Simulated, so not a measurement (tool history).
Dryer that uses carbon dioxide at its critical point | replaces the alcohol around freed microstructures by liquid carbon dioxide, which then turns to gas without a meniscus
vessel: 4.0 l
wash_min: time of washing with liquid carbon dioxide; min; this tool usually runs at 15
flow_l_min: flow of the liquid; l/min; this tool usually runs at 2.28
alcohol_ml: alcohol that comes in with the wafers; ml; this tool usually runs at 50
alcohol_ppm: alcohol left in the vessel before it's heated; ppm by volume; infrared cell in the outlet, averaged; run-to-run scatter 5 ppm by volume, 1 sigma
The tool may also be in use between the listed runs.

run   hour  wash_min  flow_l_min  alcohol_ml  alcohol_ppm
  1    0.0        15        2.28          50           42
  2   13.9        19        2.28          50           42
  3   23.5        15        2.28          50           42
  4   32.6        15        2.28          50           44
  5   41.1        15        2.44          50           41
  6   50.1        15        2.28          50           42
  7   60.4        15        1.85          50           52
  8   73.5        15        1.85          50           60
  9   86.8        15        1.85          50           72
 10  102.9        15        3.63          50           47
 11  118.1        15        3.63          37           48
 12  133.7        15        2.28          50           54
 13  144.3        15        2.28          50           49
 14  153.8        15        3.14          50           49
 15  163.9        15        3.14          50           47
 16  181.0        24        2.28          50           57
 17  194.0        24        2.28          50           54
 18  202.5        24        2.28          50           55
 19  212.7        24        2.28          50           62
 20  222.8        24        2.28          50           55
 21  229.9        13        2.28          50           72
 22  240.9        13        1.86          50          115
 23  254.9        13        1.86          50          112
 24  267.5        15        2.28          50           66
 25  276.5        14        2.28          46           62
 26  291.4        15        2.62          29           62
 27  303.5        15        2.62          29           71
 28  311.8        15        2.62          29           57
 29  321.8        11        2.24          25           92
 30  334.3        16        1.66          77          126
 31  342.6        10        1.93          77          351
 32  358.3        18        2.39          77           59
 33  372.7        18        2.39          77           74
 34  381.2        19        1.52          33           81
     384.5  -- inlet filter changed
 35  395.0        20        1.97          36           64
 36  410.2        20        1.97          36           78
 37  423.6        20        1.97          36           70
 38  433.3        19        2.28          72           70
 39  449.6        18        1.79          68           82
 40  464.6        10        2.20          25          108
 41  479.9        10        2.20          46          149
 42  493.2        10        2.20          46          153
 43  504.6        21        2.20         101           76
 44  515.5        15        3.04          50           76
 45  532.1        10        2.40          39          122
 46  544.5        17        2.40          39           70
 47  559.3        19        2.40          39           80

Predict each of these 3 candidate next runs independently; none follows another, all start after run 47:
  A  571.6        11        1.66          49            ?
  B  571.6        19        2.40          30            ?
  C  571.6        15        3.47          50            ?

run  alcohol_ppm
  A          280
  B           91
  C           81
With the hidden condition removed and each run's random variation left untouched, the same runs would have given:
run  alcohol_ppm
  A          178
  B           13
  C            3
